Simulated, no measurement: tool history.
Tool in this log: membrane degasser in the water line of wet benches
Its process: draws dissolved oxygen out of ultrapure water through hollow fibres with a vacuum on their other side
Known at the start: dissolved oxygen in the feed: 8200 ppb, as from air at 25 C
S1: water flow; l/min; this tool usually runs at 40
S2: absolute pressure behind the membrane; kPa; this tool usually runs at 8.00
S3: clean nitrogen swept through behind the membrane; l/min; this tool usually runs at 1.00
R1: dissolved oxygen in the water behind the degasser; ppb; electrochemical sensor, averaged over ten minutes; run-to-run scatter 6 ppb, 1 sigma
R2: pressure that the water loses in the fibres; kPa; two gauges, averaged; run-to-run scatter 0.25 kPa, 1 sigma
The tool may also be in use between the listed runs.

| run | hour | S1 | S2 | S3 | R1 | R2 |
|---|---|---|---|---|---|---|
| 1 | 0.0 | 40 | 8.00 | 1.00 | 606.0 | 67.28 |
| 2 | 112.8 | 40 | 8.00 | 1.44 | 514.7 | 67.36 |
| 3 | 310.7 | 40 | 8.00 | 1.44 | 510.5 | 66.84 |
| 4 | 421.8 | 40 | 8.00 | 1.44 | 510.9 | 67.10 |
| 5 | 538.4 | 40 | 16.61 | 1.44 | 951.9 | 67.33 |
| 6 | 676.6 | 40 | 9.18 | 1.00 | 691.9 | 67.18 |
| 7 | 782.0 | 40 | 8.00 | 1.00 | 588.8 | 67.76 |
| 8 | 965.2 | 47 | 8.00 | 1.00 | 737.2 | 79.12 |
| 9 | 1092.8 | 47 | 8.00 | 1.00 | 730.6 | 78.72 |
| 10 | 1260.6 | 47 | 8.00 | 1.00 | 746.8 | 79.24 |
| 11 | 1395.3 | 47 | 8.00 | 1.00 | 743.5 | 79.11 |
| 12 | 1537.3 | 47 | 8.00 | 1.00 | 731.5 | 78.89 |
| 13 | 1633.9 | 40 | 4.92 | 1.00 | 370.0 | 67.09 |
| 14 | 1791.8 | 47 | 8.00 | 1.00 | 739.1 | 78.68 |
| 15 | 1997.1 | 47 | 8.00 | 1.00 | 722.7 | 78.89 |
| 16 | 2110.7 | 47 | 8.00 | 1.00 | 745.2 | 78.97 |
| 17 | 2344.4 | 40 | 8.00 | 1.00 | 600.4 | 67.24 |
| 18 | 2518.3 | 32 | 6.74 | 2.73 | 241.9 | 53.54 |
| 19 | 2673.7 | 40 | 19.81 | 1.75 | 969.6 | 67.12 |
| 20 | 2838.2 | 46 | 4.89 | 1.75 | 422.3 | 77.25 |
| 21 | 3053.0 | 46 | 4.89 | 1.75 | 421.1 | 77.13 |
| 22 | 3279.0 | 46 | 4.89 | 1.75 | 424.1 | 77.56 |
| 23 | 3386.1 | 46 | 4.89 | 1.75 | 408.1 | 77.53 |
| 24 | 3485.3 | 46 | 4.89 | 1.75 | 418.7 | 77.34 |
| 25 | 3644.3 | 46 | 4.89 | 2.99 | 387.0 | 77.31 |
| 26 | 3773.8 | 46 | 4.89 | 2.99 | 383.7 | 76.84 |
| 27 | 3926.9 | 46 | 4.89 | 2.99 | 388.7 | 77.53 |
| 28 | 4062.2 | 53 | 8.00 | 0.52 | 1090.6 | 88.95 |
| 29 | 4252.6 | 25 | 11.63 | 1.06 | 483.7 | 42.07 |
|  | 4290.8 | vacuum gauge calibrated |
| 30 | 4357.1 | 25 | 8.23 | 0.96 | 347.3 | 41.92 |
| 31 | 4487.6 | 25 | 15.47 | 0.96 | 706.2 | 42.04 |
| 32 | 4589.1 | 25 | 15.47 | 0.96 | 718.3 | 42.07 |
| 33 | 4825.8 | 25 | 15.47 | 0.96 | 717.9 | 42.33 |

Below are 3 alternative next runs, each starting from the tool's condition after run 33. Predict each:
| A | 4969.5 | 37 | 15.47 | 0.96 | ? | ? |
| B | 4969.5 | 40 | 8.00 | 0.73 | ? | ? |
| C | 4969.5 | 25 | 5.85 | 0.96 | ? | ? |

| run | R1 | R2 |
|---|---|---|
| A | 1041.5 | 62.61 |
| B | 683.1 | 67.68 |
| C | 221.0 | 41.81 |
What these runs would have given with no unlogged condition in the tool:
| run | R1 | R2 |
|---|---|---|
| A | 1040.8 | 62.54 |
| B | 682.3 | 67.61 |
| C | 220.7 | 41.77 |

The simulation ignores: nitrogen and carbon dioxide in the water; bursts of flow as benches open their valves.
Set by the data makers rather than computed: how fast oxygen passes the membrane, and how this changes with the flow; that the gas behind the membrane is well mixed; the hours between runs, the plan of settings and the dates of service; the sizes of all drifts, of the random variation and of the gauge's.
